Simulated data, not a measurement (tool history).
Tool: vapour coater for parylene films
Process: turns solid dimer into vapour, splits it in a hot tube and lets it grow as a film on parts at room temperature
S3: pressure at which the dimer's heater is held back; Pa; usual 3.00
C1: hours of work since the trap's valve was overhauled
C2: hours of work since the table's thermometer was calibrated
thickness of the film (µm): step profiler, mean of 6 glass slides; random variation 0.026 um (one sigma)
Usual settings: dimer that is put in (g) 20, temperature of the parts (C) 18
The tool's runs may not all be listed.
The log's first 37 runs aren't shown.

Run 38, hour 1576.8: usual settings but dimer that is put in (g) 9, temperature of the parts (C) 25, S3 3.53 Pa; C1 426; C2 2124. Result: thickness of the film (µm) 1.32.
Run 39, hour 1626.7: usual settings but dimer that is put in (g) 15, temperature of the parts (C) 25, S3 3.53 Pa; C1 466; C2 2164. Result: thickness of the film (µm) 2.20.
Run 40, hour 1652.5: usual settings but dimer that is put in (g) 9, S3 5.10 Pa; C1 487; C2 2185. Result: thickness of the film (µm) 1.58.
Run 41, hour 1685.6: usual settings but dimer that is put in (g) 9, S3 5.10 Pa; C1 513; C2 2212. Result: thickness of the film (µm) 1.57.
Run 42, hour 1738.5: usual settings but dimer that is put in (g) 10, S3 2.02 Pa; C1 556; C2 2254. Result: thickness of the film (µm) 1.96.
At hour 1746.0: trap's valve overhauled.
Run 43, hour 1793.6: usual settings but temperature of the parts (C) 11, S3 2.69 Pa; C1 38; C2 2295. Result: thickness of the film (µm) 5.01.
At hour 1809.5: table's thermometer calibrated.
Run 44, hour 1842.9: usual settings but temperature of the parts (C) 11, S3 2.69 Pa; C1 77; C2 27. Result: thickness of the film (µm) 5.13.
Run 45, hour 1896.9: usual settings but dimer that is put in (g) 18, temperature of the parts (C) 14, S3 2.12 Pa; C1 121; C2 70. Result: thickness of the film (µm) 4.31.
Run 46, hour 1947.6: usual settings but dimer that is put in (g) 18, temperature of the parts (C) 14, S3 2.12 Pa; C1 162; C2 111. Result: thickness of the film (µm) 4.33.

3 ways to go on from here, each from the tool as it stands after run 46. What would each give?
Run A, hour 1984.1: usual settings but dimer that is put in (g) 9, temperature of the parts (C) 14, S3 4.02 Pa; C1 191; C2 141. Result: thickness of the film (µm) ?.
Run B, hour 1984.1: usual settings but dimer that is put in (g) 19, temperature of the parts (C) 12, S3 6.20 Pa; C1 191; C2 141. Result: thickness of the film (µm) ?.
Run C, hour 1984.1: usual settings but dimer that is put in (g) 15, temperature of the parts (C) 27, S3 4.69 Pa; C1 191; C2 141. Result: thickness of the film (µm) ?.

run  thickness of the film (µm)
  A                        1.94
  B                        4.16
  C                        2.07
Without the tool's hidden state the same runs would have given:
run  thickness of the film (µm)
  A                        2.00
  B                        4.28
  C                        2.13

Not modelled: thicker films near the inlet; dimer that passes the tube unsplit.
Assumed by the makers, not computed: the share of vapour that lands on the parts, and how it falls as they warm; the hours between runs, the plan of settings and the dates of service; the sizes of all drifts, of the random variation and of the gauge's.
